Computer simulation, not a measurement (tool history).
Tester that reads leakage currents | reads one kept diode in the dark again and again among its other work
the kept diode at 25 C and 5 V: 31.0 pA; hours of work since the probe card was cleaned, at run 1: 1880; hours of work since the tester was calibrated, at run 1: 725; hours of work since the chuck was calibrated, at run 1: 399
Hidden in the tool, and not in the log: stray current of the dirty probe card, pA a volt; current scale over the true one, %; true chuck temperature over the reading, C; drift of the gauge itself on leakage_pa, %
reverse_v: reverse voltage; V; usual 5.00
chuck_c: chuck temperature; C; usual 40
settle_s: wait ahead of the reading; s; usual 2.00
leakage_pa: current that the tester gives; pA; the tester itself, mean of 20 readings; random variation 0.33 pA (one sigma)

run,day,reverse_v,chuck_c,settle_s,hours of work since the probe card was cleaned,hours of work since the tester was calibrated,hours of work since the chuck was calibrated,leakage_pa
1,0.000,5.00,40,2.00,1880,725,399,123.99
2,1.662,5.00,40,2.00,1897,742,416,123.60
3,3.321,5.00,30,2.00,1914,759,433,61.40
4,5.000,5.00,30,2.00,1931,776,450,61.90
5,6.212,5.00,30,9.29,1944,789,463,61.64
6,7.017,5.00,30,9.29,1952,797,471,61.79
7,7.962,5.00,30,9.29,1962,807,481,61.90
8,9.729,5.00,40,2.00,1980,825,499,125.44
9,10.650,5.00,40,2.00,1990,835,508,124.96
10,12.112,15.07,40,2.00,2005,850,524,246.50
11,13.012,15.07,40,2.00,2014,859,533,245.73
12,14.025,5.00,40,2.00,2024,869,543,125.87
13,15.758,5.00,40,2.00,2042,887,561,126.37
14,17.217,5.00,40,2.00,2057,902,576,125.77
15,19.112,5.00,32,2.00,2077,922,596,72.11
16,20.612,5.00,32,2.00,2092,937,611,72.38
17,21.408,5.00,32,2.00,2100,945,619,72.68
18,22.712,5.00,32,2.00,2114,959,633,72.91
19,24.296,5.00,32,2.00,2130,975,649,72.58
20,26.117,1.98,32,2.00,2149,994,668,40.90
21,27.717,1.98,32,2.00,2165,1010,684,41.24
22,28.862,5.38,40,0.53,2177,1022,696,135.24
23,29.758,1.21,26,6.45,2186,1031,705,19.65
24,30.592,1.21,24,6.45,2195,1040,714,17.02
25,31.571,1.21,24,4.67,2205,1050,724,17.04
26,33.108,19.29,40,2.00,2221,1066,740,293.94
27,34.121,19.29,40,2.00,2231,1076,750,295.84
28,35.183,3.34,40,0.51,2242,1087,761,102.16
29,36.038,3.34,40,0.51,2251,1096,770,102.16
# day 36.608: probe card cleaned and baked
30,37.958,3.34,40,0.51,14,1115,788,92.68
31,39.262,3.34,40,0.51,27,1128,802,93.20
32,40.712,1.01,40,0.48,42,1143,817,47.86
33,42.575,7.01,29,0.70,61,1162,836,57.98
34,44.450,11.96,42,4.38,81,1181,855,220.27
35,45.946,11.96,42,4.38,96,1197,871,219.74
36,47.454,2.06,42,0.85,112,1212,886,83.74
37,48.808,2.02,32,1.55,126,1226,900,37.27
38,50.175,5.00,20,0.61,140,1240,914,23.31
39,51.592,12.85,60,0.44,154,1255,929,875.68
40,53.442,12.85,60,0.44,173,1274,948,873.17

The same runs without the tool's hidden state, with the same run-to-run variation:
run,leakage_pa
1,109.41
2,108.85
3,48.10
4,48.38
5,48.04
6,48.09
7,48.07
8,109.47
9,108.94
10,201.85
11,200.97
12,109.30
13,109.53
14,108.83
15,56.89
16,57.00
17,57.16
18,57.22
19,56.82
20,34.02
21,34.24
22,115.28
23,15.56
24,13.05
25,13.03
26,229.71
27,230.84
28,88.31
29,88.25
30,87.87
31,88.24
32,45.26
33,54.19
34,207.01
35,206.09
36,78.71
37,34.69
38,21.04
39,826.29
40,822.69
